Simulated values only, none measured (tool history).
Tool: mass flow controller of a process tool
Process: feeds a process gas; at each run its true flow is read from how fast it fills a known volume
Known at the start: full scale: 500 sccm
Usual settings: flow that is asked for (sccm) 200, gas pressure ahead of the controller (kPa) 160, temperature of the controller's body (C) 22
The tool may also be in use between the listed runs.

run      day  flow that is asked for (sccm)  gas pressure ahead of the controller (kPa)  temperature of the controller's body (C)  true flow (%)
  1        0                            200                                         160                                        22         100.21
  2    7.167                            200                                         160                                        22         100.22
  3   20.358                            200                                         160                                        22          100.1
  4   30.375                            200                                         160                                        22         100.18
  5   39.754                            200                                         160                                        22         100.16
  6    51.25                            200                                         160                                        22         100.18
  7   61.538                            200                                         160                                        22         100.17
  8   73.129                            200                                         160                                        22         100.11
  9   82.996                            194                                         160                                        22         100.05
      90.092  -- controller's zero set anew
 10   96.504                            369                                         160                                        22         100.47
 11  108.104                            369                                         160                                        22         100.34
 12  119.612                            369                                         160                                        22         100.38
 13  130.392                            200                                         188                                        22         100.22
 14  136.562                            200                                         188                                        22          100.1
 15  145.479                            200                                         188                                        22         100.11
 16  152.754                            200                                         188                                        36          98.64
 17  165.717                            200                                         188                                        36          98.64
 18  175.629                            200                                         188                                        36          98.55
 19  186.679                            200                                         188                                        36          98.61
 20  197.029                            200                                         188                                        36          98.51
 21    210.5                            200                                         188                                        36          98.54
 22  219.588                            168                                         160                                        27          99.68
 23  231.821                            168                                         160                                        27          99.65
 24  243.325                             88                                         160                                        21         100.23
 25  254.208                             88                                         160                                        21         100.21
 26  264.796                             88                                         160                                        21         100.12
 27  270.346                             89                                         142                                        24         100.01
 28  279.412                             89                                         257                                        24          99.49
 29  292.875                             89                                         257                                        24          99.54
 30  304.329                             89                                         257                                        24          99.57

Forecast each of these 3 alternatives for the next run:
  A  310.217                            402                                         160                                        25              ?
  B  310.217                            287                                         150                                        31              ?
  C  310.217                            305                                         257                                        25              ?

run  true flow (%)
  A         100.09
  B          99.27
  C          99.69
Without the tool's hidden state the same runs would have given:
run  true flow (%)
  A         100.09
  B          99.27
  C          99.68
